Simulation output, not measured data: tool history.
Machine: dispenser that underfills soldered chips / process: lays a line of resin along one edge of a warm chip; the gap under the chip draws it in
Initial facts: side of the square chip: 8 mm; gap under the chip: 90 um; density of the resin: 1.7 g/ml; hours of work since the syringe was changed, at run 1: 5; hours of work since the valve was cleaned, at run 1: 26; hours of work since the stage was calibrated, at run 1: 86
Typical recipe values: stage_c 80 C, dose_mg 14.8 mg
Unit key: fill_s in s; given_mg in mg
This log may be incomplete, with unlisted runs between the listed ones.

| run | day | stage_c | dose_mg | hours of work since the syringe was changed | hours of work since the valve was cleaned | hours of work since the stage was calibrated | fill_s | given_mg |
|---|---|---|---|---|---|---|---|---|
| 1 | 0 | 80 | 14.8 | 5 | 26 | 86 | 56.4 | 14.47 |
| 2 | 0.133 | 80 | 14.8 | 7 | 28 | 88 | 68.3 | 14.56 |
| 3 | 0.262 | 80 | 14.8 | 9 | 30 | 90 | 82 | 14.49 |
|  | 0.379 | new syringe of resin |
| 4 | 0.45 | 80 | 14.8 | 1 | 33 | 93 | 41.4 | 14.43 |
| 5 | 0.612 | 80 | 14.8 | 4 | 36 | 96 | 53.3 | 14.41 |
| 6 | 0.704 | 80 | 14.8 | 6 | 38 | 98 | 61 | 14.41 |
| 7 | 0.842 | 80 | 14.8 | 8 | 40 | 100 | 74.9 | 14.47 |
|  | 1.012 | new syringe of resin |
| 8 | 1.012 | 80 | 13 | 0 | 43 | 103 | 39.1 | 12.6 |
| 9 | 1.146 | 80 | 13 | 2 | 45 | 105 | 47.8 | 12.59 |
|  | 1.346 | dispensing valve cleaned and set on the balance |
| 10 | 1.379 | 80 | 13 | 6 | 1 | 108 | 63.4 | 12.95 |
| 11 | 1.562 | 80 | 13 | 9 | 4 | 111 | 81.8 | 12.84 |
| 12 | 1.654 | 80 | 14.8 | 10 | 5 | 113 | 91.4 | 14.73 |
|  | 1.692 | new syringe of resin |
| 13 | 1.771 | 80 | 14.8 | 1 | 7 | 115 | 41.2 | 14.72 |
| 14 | 1.954 | 80 | 14.1 | 4 | 10 | 118 | 55.6 | 13.99 |
| 15 | 2.138 | 80 | 14.8 | 8 | 13 | 121 | 73.4 | 14.56 |
| 16 | 2.25 | 80 | 14.8 | 10 | 15 | 123 | 84.1 | 14.61 |
|  | 2.333 | new syringe of resin |
| 17 | 2.442 | 80 | 14.8 | 2 | 18 | 126 | 43.8 | 14.54 |
| 18 | 2.529 | 80 | 14.8 | 3 | 20 | 127 | 51.4 | 14.59 |
| 19 | 2.658 | 80 | 14.8 | 6 | 22 | 130 | 62.3 | 14.52 |
| 20 | 2.775 | 80 | 14.8 | 8 | 24 | 132 | 73 | 14.55 |
| 21 | 2.912 | 91 | 16.5 | 10 | 26 | 134 | 60.4 | 16.17 |
|  | 2.971 | new syringe of resin |
| 22 | 3.112 | 80 | 15.2 | 2 | 30 | 137 | 46.7 | 14.83 |
| 23 | 3.217 | 68 | 12.7 | 4 | 31 | 139 | 88 | 12.34 |
| 24 | 3.375 | 80 | 15.2 | 7 | 34 | 142 | 67.3 | 14.77 |
| 25 | 3.458 | 70 | 18.1 | 8 | 35 | 143 | 109.9 | 17.63 |
|  | 3.604 | new syringe of resin |
| 26 | 3.604 | 70 | 18.1 | 0 | 38 | 145 | 54.7 | 17.57 |
| 27 | 3.779 | 70 | 18.1 | 3 | 41 | 148 | 70.3 | 17.54 |
| 28 | 3.888 | 70 | 18.1 | 5 | 43 | 150 | 82.2 | 17.41 |
| 29 | 4.004 | 72 | 13.7 | 7 | 45 | 152 | 94.8 | 13.22 |
| 30 | 4.112 | 77 | 14.7 | 9 | 46 | 154 | 88.4 | 14.18 |
|  | 4.233 | dispensing valve cleaned and set on the balance |
| 31 | 4.238 | 84 | 14.8 | 10 | 0 | 156 | 78.6 | 14.78 |
|  | 4.283 | new syringe of resin |
| 32 | 4.362 | 74 | 14.5 | 1 | 2 | 157 | 52.1 | 14.5 |
| 33 | 4.488 | 74 | 14.5 | 4 | 4 | 160 | 62.9 | 14.45 |
| 34 | 4.646 | 74 | 14.5 | 6 | 7 | 162 | 80.3 | 14.37 |
| 35 | 4.804 | 74 | 14.5 | 9 | 10 | 165 | 101.7 | 14.46 |
|  | 4.917 | new syringe of resin |
| 36 | 4.929 | 82 | 18.8 | 0 | 11 | 167 | 34.1 | 18.62 |

Each row is a separate what-if for the run after 36, all from the same tool condition, not one after another. Results?
| A | 5.05 | 83 | 14.1 | 2 | 14 | 169 | ? | ? |
| B | 5.05 | 89 | 13.8 | 2 | 14 | 169 | ? | ? |
| C | 5.05 | 80 | 13.8 | 2 | 14 | 169 | ? | ? |
| D | 5.05 | 80 | 18.2 | 2 | 14 | 169 | ? | ? |

| run | fill_s | given_mg |
|---|---|---|
| A | 41.5 | 13.98 |
| B | 33.8 | 13.57 |
| C | 46.2 | 13.67 |
| D | 44.9 | 17.99 |
What these runs would have given with no unlogged condition in the tool:
| run | fill_s | given_mg |
|---|---|---|
| A | 33.6 | 14.13 |
| B | 27.4 | 13.72 |
| C | 37.5 | 13.81 |
| D | 36.4 | 18.18 |
